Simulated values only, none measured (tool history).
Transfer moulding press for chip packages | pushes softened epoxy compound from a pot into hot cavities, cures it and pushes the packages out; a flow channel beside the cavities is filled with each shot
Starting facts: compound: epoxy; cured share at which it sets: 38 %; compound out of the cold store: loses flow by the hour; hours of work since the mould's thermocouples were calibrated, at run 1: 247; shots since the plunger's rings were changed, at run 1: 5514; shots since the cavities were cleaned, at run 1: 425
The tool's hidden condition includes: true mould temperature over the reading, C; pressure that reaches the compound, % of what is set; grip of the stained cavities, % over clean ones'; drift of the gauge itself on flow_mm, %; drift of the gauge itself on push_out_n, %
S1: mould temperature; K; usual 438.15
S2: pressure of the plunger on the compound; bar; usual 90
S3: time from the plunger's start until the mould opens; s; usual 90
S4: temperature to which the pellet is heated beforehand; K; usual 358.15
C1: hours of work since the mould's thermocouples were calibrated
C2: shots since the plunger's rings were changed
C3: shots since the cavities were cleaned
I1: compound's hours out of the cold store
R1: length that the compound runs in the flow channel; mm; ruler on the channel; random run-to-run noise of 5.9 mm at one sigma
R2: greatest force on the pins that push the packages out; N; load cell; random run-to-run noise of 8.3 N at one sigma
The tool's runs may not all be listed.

run,hour,S1,S2,S3,S4,C1,C2,C3,I1,R1,R2
1,0,438.15,90,90,358.15,247,5514,425,35.7,640,644
2,13.4,438.15,90,90,358.15,253,5628,539,17.9,705,675
3,25.7,436.15,90,90,358.15,259,5733,644,27.4,680,722
4,32.3,438.15,90,90,358.15,262,5788,699,34.7,648,705
# hour 38.2: cavities cleaned with cleaning compound and waxed
5,44.2,438.15,79.2,90,358.15,266,5876,50,32.8,604,405
6,54.1,436.15,90,90,358.15,271,5960,134,10.5,740,548
7,63.8,436.15,90,90,358.15,275,6042,216,11.7,720,607
8,73.2,436.15,90,90,358.15,279,6122,296,41.9,633,609
9,81.4,436.15,90,90,358.15,283,6192,366,22.2,688,670
10,88.5,436.15,90,90,358.15,286,6252,426,14.9,723,697
11,97,436.15,90,90,351.15,290,6324,498,36.1,648,705
12,102.8,438.15,90,90,358.15,293,6373,547,47.5,612,645
13,111,438.15,90,90,358.15,296,6443,617,17,711,694
# hour 126: cavities cleaned with cleaning compound and waxed
14,126.3,438.15,90,90,358.15,303,6559,1,42.7,617,373
15,133.3,442.15,90,90,358.15,306,6619,61,37.8,615,381
# hour 143.5: plunger's sealing rings changed
16,148.3,437.15,109.4,104,351.15,311,40,167,26.6,782,468
17,161.9,435.15,76,90,358.15,318,155,282,17.4,705,675
18,173.2,438.15,90,89,349.15,323,252,379,18.8,746,605
19,186.7,436.15,90,78,349.15,329,366,493,39,679,860
20,198.3,438.15,90,90,353.15,334,464,591,39.5,671,668
21,206.1,438.15,103.4,112,348.15,337,530,657,31.3,768,598
22,212.6,438.15,69.5,130,348.15,340,585,712,35.7,595,608
# hour 216.3: cavities cleaned with cleaning compound and waxed
23,224.2,436.15,94.4,120,353.15,345,671,67,40.3,697,372
24,237.4,436.15,94.4,120,353.15,351,783,179,26.1,747,436
25,249.2,438.15,93.9,90,358.15,356,883,279,10.5,786,569
26,262.8,441.15,77.5,116,363.15,362,998,394,19.4,683,526
27,270,436.15,85.1,105,363.15,365,1059,455,9.1,751,576
28,280.2,436.15,85.1,105,363.15,370,1146,542,10.8,736,633
29,289.6,438.15,90,116,367.15,374,1226,622,34.9,680,566
30,300.6,438.15,90,116,367.15,379,1319,715,17.6,754,622

Forecast each of these 3 alternatives for the next run:
# hour 304: cavities cleaned with cleaning compound and waxed
A,315.8,431.15,90,118,358.15,385,1435,100,24.2,?,?
# hour 304: cavities cleaned with cleaning compound and waxed
B,315.8,444.15,90,90,348.15,385,1435,100,27.2,?,?
# hour 304: cavities cleaned with cleaning compound and waxed
C,315.8,436.15,90,116,363.15,385,1435,100,15.4,?,?

run,R1,R2
A,734,441
B,681,384
C,755,400
Without the tool's hidden state the same runs would have given:
run,R1,R2
A,746,371
B,692,321
C,768,335
